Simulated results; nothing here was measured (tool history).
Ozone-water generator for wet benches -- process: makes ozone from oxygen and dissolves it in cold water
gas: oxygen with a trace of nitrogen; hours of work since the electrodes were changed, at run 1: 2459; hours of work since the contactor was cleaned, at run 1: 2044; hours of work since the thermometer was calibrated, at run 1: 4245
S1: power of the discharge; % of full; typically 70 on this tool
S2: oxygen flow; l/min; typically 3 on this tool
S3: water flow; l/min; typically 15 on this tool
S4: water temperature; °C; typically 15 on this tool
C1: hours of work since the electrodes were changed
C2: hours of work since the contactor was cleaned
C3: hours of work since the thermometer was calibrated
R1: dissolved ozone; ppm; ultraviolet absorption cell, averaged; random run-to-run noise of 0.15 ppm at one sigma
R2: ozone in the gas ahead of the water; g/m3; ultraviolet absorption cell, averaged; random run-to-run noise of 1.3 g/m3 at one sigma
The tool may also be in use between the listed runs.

| run | hour | S1 | S2 | S3 | S4 | C1 | C2 | C3 | R1 | R2 |
|---|---|---|---|---|---|---|---|---|---|---|
| 1 | 0 | 70 | 3 | 15 | 15 | 2459 | 2044 | 4245 | 15.5 | 222.1 |
| 2 | 90.6 | 70 | 3 | 15 | 15 | 2546 | 2130 | 4331 | 15.4 | 222.8 |
| 3 | 140.5 | 70 | 3 | 15 | 15 | 2593 | 2178 | 4379 | 15.1 | 222.3 |
| 4 | 244.4 | 70 | 3 | 15 | 15 | 2692 | 2277 | 4478 | 15.1 | 220.9 |
| 5 | 323.2 | 70 | 3 | 15 | 15 | 2768 | 2352 | 4553 | 15.3 | 220.5 |
| 6 | 387.6 | 77 | 3 | 15 | 15 | 2829 | 2413 | 4614 | 16 | 231.8 |
| 7 | 462.4 | 70 | 3 | 15 | 15 | 2900 | 2485 | 4686 | 15 | 219.5 |
| 8 | 529.4 | 45 | 3 | 15 | 15 | 2964 | 2548 | 4750 | 11.6 | 167.8 |
|  | 545.9 | contactor cleaned |
| 9 | 588.5 | 70 | 3 | 15 | 15 | 3017 | 41 | 4802 | 15.7 | 217.2 |
| 10 | 682.5 | 70 | 3 | 15 | 15 | 3106 | 130 | 4892 | 15.3 | 217.3 |
| 11 | 786.4 | 70 | 3 | 15 | 15 | 3205 | 229 | 4991 | 15.2 | 214.6 |
| 12 | 854.5 | 70 | 3 | 15 | 7 | 3270 | 294 | 5056 | 16.7 | 215.9 |
| 13 | 910.9 | 70 | 3 | 15 | 15 | 3324 | 348 | 5109 | 15.2 | 212.4 |
| 14 | 972.7 | 70 | 2.69 | 15 | 15 | 3383 | 407 | 5168 | 14.7 | 223.1 |
| 15 | 1081.8 | 70 | 3 | 15 | 15 | 3487 | 511 | 5272 | 15.1 | 215.4 |
| 16 | 1153 | 70 | 3 | 15 | 15 | 3555 | 579 | 5340 | 14.9 | 211.8 |
| 17 | 1262.1 | 70 | 3 | 15 | 15 | 3659 | 683 | 5444 | 14.9 | 208.8 |
| 18 | 1367.3 | 71 | 3.13 | 11 | 15 | 3759 | 783 | 5544 | 19.7 | 207.6 |
|  | 1432 | water thermometer calibrated |
| 19 | 1480.5 | 71 | 3.13 | 11 | 15 | 3866 | 890 | 46 | 20.2 | 205.3 |
| 20 | 1570.8 | 60 | 1.72 | 12 | 10 | 3952 | 976 | 132 | 15.2 | 236.9 |
| 21 | 1676.9 | 81 | 2.28 | 18 | 15 | 4053 | 1077 | 233 | 11.9 | 248.8 |
| 22 | 1759.3 | 81 | 2.28 | 18 | 15 | 4132 | 1156 | 312 | 11.8 | 245.8 |
| 23 | 1870.8 | 81 | 2.28 | 18 | 15 | 4238 | 1262 | 418 | 11.5 | 245.8 |
| 24 | 1978.6 | 66 | 3 | 15 | 9 | 4341 | 1365 | 521 | 14.5 | 195.5 |
| 25 | 2028.4 | 49 | 3 | 11 | 15 | 4388 | 1412 | 568 | 15.6 | 163.9 |
| 26 | 2119.2 | 70 | 2.99 | 19 | 15 | 4475 | 1499 | 655 | 11.1 | 202.9 |
| 27 | 2224.2 | 81 | 2.99 | 11 | 15 | 4575 | 1599 | 755 | 20.1 | 216.9 |
| 28 | 2285.6 | 64 | 1.69 | 11 | 17 | 4634 | 1658 | 814 | 15.4 | 239.5 |
| 29 | 2351.8 | 42 | 2.22 | 22 | 13 | 4697 | 1721 | 877 | 6.3 | 168.3 |
| 30 | 2466.4 | 54 | 5.25 | 12 | 8 | 4806 | 1830 | 986 | 17.7 | 137.8 |
| 31 | 2549 | 54 | 5.25 | 12 | 8 | 4885 | 1909 | 1065 | 17.8 | 136.7 |
| 32 | 2617.7 | 54 | 5.25 | 21 | 15 | 4950 | 1974 | 1130 | 9.5 | 135.3 |
| 33 | 2694.4 | 57 | 3.14 | 15 | 15 | 5023 | 2047 | 1203 | 12.1 | 172.4 |

Each row is a separate what-if for the run after 33, all from the same tool condition, not one after another. Results?
| A | 2742.9 | 84 | 4.43 | 15 | 18 | 5069 | 2093 | 1249 | ? | ? |
| B | 2742.9 | 70 | 3 | 15 | 7 | 5069 | 2093 | 1249 | ? | ? |
| C | 2742.9 | 44 | 3.14 | 15 | 17 | 5069 | 2093 | 1249 | ? | ? |

| run | R1 | R2 |
|---|---|---|
| A | 15 | 185 |
| B | 14.6 | 194 |
| C | 10.2 | 149.2 |
Stripped of hidden state, with their random variation kept, the same runs would have yielded:
| run | R1 | R2 |
|---|---|---|
| A | 20.9 | 245.6 |
| B | 19.6 | 250.7 |
| C | 12.9 | 179.4 |
